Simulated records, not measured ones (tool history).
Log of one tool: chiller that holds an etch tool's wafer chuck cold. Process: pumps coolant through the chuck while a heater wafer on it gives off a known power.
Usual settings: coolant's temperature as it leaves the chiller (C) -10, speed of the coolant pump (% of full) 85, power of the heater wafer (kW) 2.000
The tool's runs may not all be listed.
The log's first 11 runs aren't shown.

run,hour,coolant's temperature as it leaves the chiller (C),speed of the coolant pump (% of full),power of the heater wafer (kW),hours since the coolant was changed and the channels were flushed,hours since the pump was overhauled,hours since the chiller's thermometer was calibrated,chuck's temperature once it has settled (C),how much warmer the coolant comes back (C)
12,1194.7,-17,85,2.000,3896,7280,3570,-3.3,6.25
# hour 1288.8: chiller's thermometer calibrated
13,1327.4,-10,67,2.000,4028,7411,39,6.7,8.15
14,1406.7,-10,67,2.000,4108,7491,118,6.8,8.13
15,1528.2,-10,85,2.940,4229,7612,239,10.7,9.20
16,1656.7,-10,85,2.940,4357,7741,368,10.7,9.15
17,1720.5,-10,85,2.940,4421,7804,432,10.8,9.25
18,1876.6,-3,85,1.948,4577,7961,588,10.7,6.18
19,2028.1,-10,85,1.227,4729,8112,739,-1.2,3.91
20,2101.2,-17,85,1.380,4802,8185,812,-7.3,4.38
21,2181.6,-17,85,1.380,4882,8266,893,-7.2,4.44
22,2285.9,-17,87,1.380,4987,8370,997,-7.2,4.29
23,2405.8,-7,87,2.651,5107,8490,1117,11.9,8.22
24,2474.2,-14,90,1.022,5175,8558,1185,-6.9,3.08
25,2567.4,-1,72,2.000,5268,8651,1279,15.3,7.75
26,2711.8,-8,72,1.799,5413,8796,1423,6.8,6.94
27,2851.1,-8,73,1.435,5552,8935,1562,3.6,5.48
28,2950.1,-20,85,1.873,5651,9034,1661,-6.4,6.03
29,3088.5,-10,81,2.511,5789,9172,1800,9.1,8.57
30,3157.9,-10,81,2.511,5859,9242,1869,9.0,8.63
31,3314.8,-18,89,2.511,6016,9399,2026,-0.1,7.78

Forecast each of these 5 alternatives for the next run:
A,3420.2,-10,85,1.802,6121,9504,2131,?,?
B,3420.2,-18,74,2.511,6121,9504,2131,?,?
C,3420.2,-10,67,1.192,6121,9504,2131,?,?
D,3420.2,-1,89,1.998,6121,9504,2131,?,?
E,3420.2,-11,79,2.000,6121,9504,2131,?,?

run,chuck's temperature once it has settled (C),how much warmer the coolant comes back (C)
A,3.2,5.79
B,2.4,9.59
C,0.4,5.09
D,13.2,6.19
E,4.6,7.06
Without the tool's hidden state the same runs would have given:
run,chuck's temperature once it has settled (C),how much warmer the coolant comes back (C)
A,0.8,4.78
B,-1.3,7.94
C,-1.4,4.21
D,10.7,5.12
E,1.9,5.83
